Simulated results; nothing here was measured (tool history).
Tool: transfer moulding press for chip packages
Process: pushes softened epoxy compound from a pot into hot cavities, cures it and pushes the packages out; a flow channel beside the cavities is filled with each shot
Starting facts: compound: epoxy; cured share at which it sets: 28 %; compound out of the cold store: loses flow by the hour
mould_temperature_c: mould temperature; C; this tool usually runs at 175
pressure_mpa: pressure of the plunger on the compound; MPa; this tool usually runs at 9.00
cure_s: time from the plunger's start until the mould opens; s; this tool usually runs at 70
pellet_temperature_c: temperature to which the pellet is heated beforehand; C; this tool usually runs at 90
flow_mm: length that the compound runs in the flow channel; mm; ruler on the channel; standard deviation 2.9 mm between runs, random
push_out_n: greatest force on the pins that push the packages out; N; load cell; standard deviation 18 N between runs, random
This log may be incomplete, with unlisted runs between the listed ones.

run     day  mould_temperature_c  pressure_mpa  cure_s  pellet_temperature_c  incoming compound's hours out of the cold store  flow_mm  push_out_n
  1   0.000                  175          9.00      70                    90                                             37.7      836        1155
      0.796  -- cavities cleaned with cleaning compound and waxed
      2.042  -- cavities cleaned with cleaning compound and waxed
      3.267  -- cavities cleaned with cleaning compound and waxed
  2   3.267                  175          9.00      70                    90                                             12.1      879         904
      4.546  -- plunger's sealing rings changed
      4.608  -- cavities cleaned with cleaning compound and waxed
      5.821  -- cavities cleaned with cleaning compound and waxed
      7.046  -- cavities cleaned with cleaning compound and waxed
  3   7.738                  175          9.00      70                    90                                             36.1      838        1239
      8.288  -- cavities cleaned with cleaning compound and waxed
      9.538  -- cavities cleaned with cleaning compound and waxed
     10.800  -- cavities cleaned with cleaning compound and waxed
  4  11.146                  175          9.00      70                    90                                             36.2      829        1094
     11.900  -- cavities cleaned with cleaning compound and waxed
     12.229  -- mould's thermocouples calibrated
     12.333  -- plunger's sealing rings changed
     13.133  -- cavities cleaned with cleaning compound and waxed
  5  13.271                  178          9.00      70                    90                                             18.2      881         827
     14.312  -- cavities cleaned with cleaning compound and waxed
     15.596  -- cavities cleaned with cleaning compound and waxed
     16.638  -- cavities cleaned with cleaning compound and waxed
  6  17.492                  175          9.00      91                    90                                             19.0      876         717
     17.800  -- cavities cleaned with cleaning compound and waxed
     19.088  -- cavities cleaned with cleaning compound and waxed
     19.892  -- plunger's sealing rings changed
     20.446  -- cavities cleaned with cleaning compound and waxed
  7  21.025                  175          9.00      70                    90                                             18.3      887        1320
     21.579  -- cavities cleaned with cleaning compound and waxed
     22.775  -- cavities cleaned with cleaning compound and waxed
     23.821  -- cavities cleaned with cleaning compound and waxed
     25.038  -- cavities cleaned with cleaning compound and waxed
  8  25.396                  175          9.00      70                    90                                             20.3      871        1210
     26.133  -- cavities cleaned with cleaning compound and waxed
     27.175  -- cavities cleaned with cleaning compound and waxed
     27.525  -- plunger's sealing rings changed
     28.325  -- cavities cleaned with cleaning compound and waxed
     29.554  -- cavities cleaned with cleaning compound and waxed
  9  29.925                  175          9.00      70                    90                                             16.1      883        1154
     30.721  -- cavities cleaned with cleaning compound and waxed
     31.979  -- cavities cleaned with cleaning compound and waxed
 10  32.096                  175          9.00      70                    97                                              9.3      888         983
     33.121  -- cavities cleaned with cleaning compound and waxed
     34.371  -- cavities cleaned with cleaning compound and waxed
     35.175  -- plunger's sealing rings changed
     35.729  -- cavities cleaned with cleaning compound and waxed
 11  35.775                  175          9.00      70                    97                                              8.4      906         967
     36.796  -- cavities cleaned with cleaning compound and waxed
     38.058  -- cavities cleaned with cleaning compound and waxed
 12  38.783                  171          9.00      70                    97                                             15.5      897        1762
     39.283  -- cavities cleaned with cleaning compound and waxed
     40.500  -- cavities cleaned with cleaning compound and waxed
 13  40.721                  171          9.00      70                    97                                             24.6      871        1323
     41.767  -- cavities cleaned with cleaning compound and waxed
     42.758  -- plunger's sealing rings changed
     43.067  -- cavities cleaned with cleaning compound and waxed
 14  43.112                  171          9.00      70                    97                                             41.9      844        1193
     44.150  -- cavities cleaned with cleaning compound and waxed
     45.317  -- cavities cleaned with cleaning compound and waxed
 15  46.029                  171          9.00      70                    97                                             15.7      894        1722
     46.575  -- cavities cleaned with cleaning compound and waxed
     47.804  -- cavities cleaned with cleaning compound and waxed
 16  48.346                  175          7.93      70                    92                                             47.6      759        1144
     48.858  -- cavities cleaned with cleaning compound and waxed
     50.058  -- cavities cleaned with cleaning compound and waxed
     50.408  -- plunger's sealing rings changed
     51.446  -- cavities cleaned with cleaning compound and waxed
 17  52.267                  175          6.88      56                    93                                              9.9      783        2350
     52.550  -- cavities cleaned with cleaning compound and waxed
     53.788  -- cavities cleaned with cleaning compound and waxed
     54.983  -- cavities cleaned with cleaning compound and waxed
     56.192  -- cavities cleaned with cleaning compound and waxed
 18  56.429                  175          6.88      56                    93                                             38.2      726        1843
     57.446  -- cavities cleaned with cleaning compound and waxed
     57.933  -- plunger's sealing rings changed
     58.729  -- cavities cleaned with cleaning compound and waxed
     59.858  -- cavities cleaned with cleaning compound and waxed
 19  60.688                  175          7.89      52                    93                                             38.8      779        2495
     61.000  -- cavities cleaned with cleaning compound and waxed
     62.288  -- cavities cleaned with cleaning compound and waxed
     62.862  -- mould's thermocouples calibrated
     63.412  -- cavities cleaned with cleaning compound and waxed
 20  63.638                  175          9.16     104                    93                                             32.9      851         479
     64.658  -- cavities cleaned with cleaning compound and waxed
     65.612  -- plunger's sealing rings changed
     65.883  -- cavities cleaned with cleaning compound and waxed
 21  66.517                  171          9.00      70                    83                                             21.8      887        1732
     67.012  -- cavities cleaned with cleaning compound and waxed
     68.233  -- cavities cleaned with cleaning compound and waxed
 22  68.512                  177          9.00      70                    90                                             40.7      823         887

Predict each of these 4 candidate next runs independently; none follows another, all start after run 22:
     69.308  -- cavities cleaned with cleaning compound and waxed
     70.538  -- cavities cleaned with cleaning compound and waxed
     71.721  -- cavities cleaned with cleaning compound and waxed
  A  71.721                  177          9.00      70                    89                                             27.6        ?           ?
     69.308  -- cavities cleaned with cleaning compound and waxed
     70.538  -- cavities cleaned with cleaning compound and waxed
     71.721  -- cavities cleaned with cleaning compound and waxed
  B  71.721                  175         10.81      70                    91                                             28.5        ?           ?
     69.308  -- cavities cleaned with cleaning compound and waxed
     70.538  -- cavities cleaned with cleaning compound and waxed
     71.721  -- cavities cleaned with cleaning compound and waxed
  C  71.721                  177          9.08      73                    90                                             16.8        ?           ?
     69.308  -- cavities cleaned with cleaning compound and waxed
     70.538  -- cavities cleaned with cleaning compound and waxed
     71.721  -- cavities cleaned with cleaning compound and waxed
  D  71.721                  177          9.00      70                    85                                             24.8        ?           ?

run  flow_mm  push_out_n
  A      848         811
  B      925         949
  C      873         751
  D      854         823
Without the tool's hidden state the same runs would have given:
run  flow_mm  push_out_n
  A      865         803
  B      944         940
  C      890         743
  D      871         815
